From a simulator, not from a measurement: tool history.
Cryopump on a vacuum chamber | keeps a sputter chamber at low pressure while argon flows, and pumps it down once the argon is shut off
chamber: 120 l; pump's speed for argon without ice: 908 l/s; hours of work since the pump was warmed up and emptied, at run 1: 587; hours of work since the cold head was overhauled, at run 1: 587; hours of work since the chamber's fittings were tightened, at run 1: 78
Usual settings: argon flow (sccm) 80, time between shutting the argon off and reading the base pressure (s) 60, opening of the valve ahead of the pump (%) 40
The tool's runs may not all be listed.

run   hour  argon flow (sccm)  time between shutting the argon off and reading the base pressure (s)  opening of the valve ahead of the pump (%)  hours of work since the pump was warmed up and emptied  hours of work since the cold head was overhauled  hours of work since the chamber's fittings were tightened  pressure while argon flows (Pa)  pressure after the wait (uPa)
  1    0.0                 80                                                                     60                                          40                                                     587                                               587                                                         78                           0.3884                           2.96
  2   11.8                 80                                                                     60                                          40                                                     596                                               596                                                         87                           0.3905                           3.01
  3   32.6                 80                                                                     60                                          40                                                     612                                               612                                                        103                           0.3885                           2.93
  4   53.0                 80                                                                     60                                          40                                                     627                                               627                                                        118                           0.3899                           2.94
  5   62.7                 80                                                                     60                                          40                                                     634                                               634                                                        125                           0.3901                           3.07
  6   83.0                 80                                                                     60                                          40                                                     650                                               650                                                        141                           0.3903                           2.94
  7  102.1                 80                                                                     60                                          40                                                     664                                               664                                                        155                           0.3940                           3.18
  8  113.5                 80                                                                     37                                          40                                                     673                                               673                                                        164                           0.3937                           4.60
  9  125.6                 80                                                                     37                                          40                                                     682                                               682                                                        173                           0.3924                           4.60
 10  136.2                 80                                                                     37                                          40                                                     690                                               690                                                        181                           0.3962                           4.57
 11  145.9                 80                                                                     60                                          40                                                     697                                               697                                                        188                           0.3969                           3.03
 12  164.6                 80                                                                     60                                          38                                                     711                                               711                                                        203                           0.4117                           3.11
 13  184.0                 80                                                                     60                                          38                                                     726                                               726                                                        217                           0.4154                           3.08
 14  203.9                 80                                                                     60                                          38                                                     741                                               741                                                        232                           0.4165                           3.17
 15  222.9                 80                                                                     60                                          35                                                     756                                               756                                                        247                           0.4477                           3.18
 16  231.4                 80                                                                     60                                          35                                                     762                                               762                                                        253                           0.4471                           3.30
 17  252.3                 80                                                                     60                                          35                                                     778                                               778                                                        269                           0.4481                           3.20
 18  262.4                 80                                                                    199                                          35                                                     785                                               785                                                        277                           0.4485                           1.49
 19  280.5                 37                                                                     21                                          40                                                     799                                               799                                                        290                           0.1839                           7.85
 20  298.2                 37                                                                     21                                          40                                                     813                                               813                                                        304                           0.1835                           8.01
 21  312.0                 37                                                                     21                                          40                                                     823                                               823                                                        314                           0.1835                           7.79
 22  331.9                158                                                                     35                                          15                                                     838                                               838                                                        329                           2.0128                           4.88
 23  350.8                158                                                                     35                                          15                                                     852                                               852                                                        343                           1.9981                           5.02
 24  365.6                 58                                                                    130                                          15                                                     864                                               864                                                        355                           0.7391                           2.04
 25  385.7                 80                                                                     60                                          28                                                     879                                               879                                                        370                           0.5599                           3.43
 26  400.2                 37                                                                    176                                          59                                                     890                                               890                                                        381                           0.1287                           1.82
 27  415.3                 80                                                                     60                                          23                                                     901                                               901                                                        392                           0.6768                           3.53
 28  430.3                 80                                                                     60                                          23                                                     913                                               913                                                        404                           0.6756                           3.45
 29  446.5                148                                                                     25                                          23                                                     925                                               925                                                        416                           1.2511                           6.87
 30  465.4                 80                                                                     54                                          38                                                     939                                               939                                                        430                           0.4208                           3.85
 31  476.9                 79                                                                     50                                          15                                                     948                                               948                                                        439                           1.0064                           4.11
 32  491.7                 79                                                                     50                                          15                                                     959                                               959                                                        450                           1.0136                           4.09
 33  511.8                 74                                                                     57                                          19                                                     974                                               974                                                        465                           0.7542                           3.69
 34  530.6                 74                                                                     22                                          39                                                     988                                               988                                                        480                           0.3813                           7.63

3 ways to go on from here, each from the tool as it stands after run 34. What would each give?
  A  544.2                 74                                                                    146                                          39                                                     999                                               999                                                        490                                ?                              ?
  B  544.2                122                                                                     32                                          22                                                     999                                               999                                                        490                                ?                              ?
  C  544.2                 40                                                                    273                                          40                                                     999                                               999                                                        490                                ?                              ?

run  pressure while argon flows (Pa)  pressure after the wait (uPa)
  A                           0.3811                           2.24
  B                           1.0791                           5.77
  C                           0.2018                           1.71
Without the tool's hidden state the same runs would have given:
run  pressure while argon flows (Pa)  pressure after the wait (uPa)
  A                           0.3517                           1.36
  B                           1.0305                           4.90
  C                           0.1859                           0.86
